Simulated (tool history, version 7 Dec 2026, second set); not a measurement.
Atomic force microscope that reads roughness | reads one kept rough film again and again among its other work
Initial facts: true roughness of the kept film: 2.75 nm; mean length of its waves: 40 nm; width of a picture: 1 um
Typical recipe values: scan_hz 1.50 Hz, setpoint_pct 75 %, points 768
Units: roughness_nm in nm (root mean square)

run    day  scan_hz  setpoint_pct  points  roughness_nm
  1  0.000     1.50            75     768         2.180
  2  0.738     1.50            75     768         2.168
  3  1.458     1.50            75     768         2.127
  4  2.092     1.50            74     768         2.121
  5  2.912     1.50            75     768         2.066
  6  3.608     1.50            75     768         2.026
  7  3.971     1.50            75     768         2.024
  8  4.700     1.50            75     768         1.998
  9  5.450     1.50            75     768         1.969
 10  6.075     1.11            75     896         1.990
 11  6.712     3.10            74     768         1.728
 12  7.542     3.10            74     768         1.699
 13  7.938     3.10            74     768         1.687

What if the next run were any one of these 3? Each begins from the tool's condition after run 13:
     8.462  -- new tip fitted
  A  8.462     0.85            79     768             ?
     8.462  -- new tip fitted
  B  8.462     3.10            74     676             ?
     8.462  -- new tip fitted
  C  8.462     0.58            64     508             ?

run  roughness_nm
  A         2.363
  B         2.058
  C         2.502
Had the tool no hidden state, the same runs would have come out as:
run  roughness_nm
  A         2.355
  B         2.051
  C         2.494
